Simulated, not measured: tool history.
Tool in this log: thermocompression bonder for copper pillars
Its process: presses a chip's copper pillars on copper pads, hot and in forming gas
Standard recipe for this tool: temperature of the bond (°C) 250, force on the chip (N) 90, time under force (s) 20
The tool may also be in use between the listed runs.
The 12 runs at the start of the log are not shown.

run	hour	temperature of the bond (°C)	force on the chip (N)	time under force (s)	force that shears a chip off (N)
13	93.5	250	82	20	65.9
14	99.9	250	90	20	71.4
15	106.6	250	90	20	70.8
16	117.6	250	90	20	71.7
17	123.9	243	90	20	64.5
18	133.1	243	90	20	64.6
19	143.4	243	90	20	64.0
20	150.5	243	90	20	64.5
21	162.2	243	90	20	64.6
22	172.9	248	60	30	57.5
23	181.8	248	60	30	57.2
24	192.7	248	60	30	57.4
25	200.8	250	90	12	60.2

Run 26 comes next. What will it give?
26	205.7	277	77	12	?

force that shears a chip off (N): 79.0
If the tool had no hidden condition, the same run with the same run-to-run variation would have returned force that shears a chip off (N) 77.4.
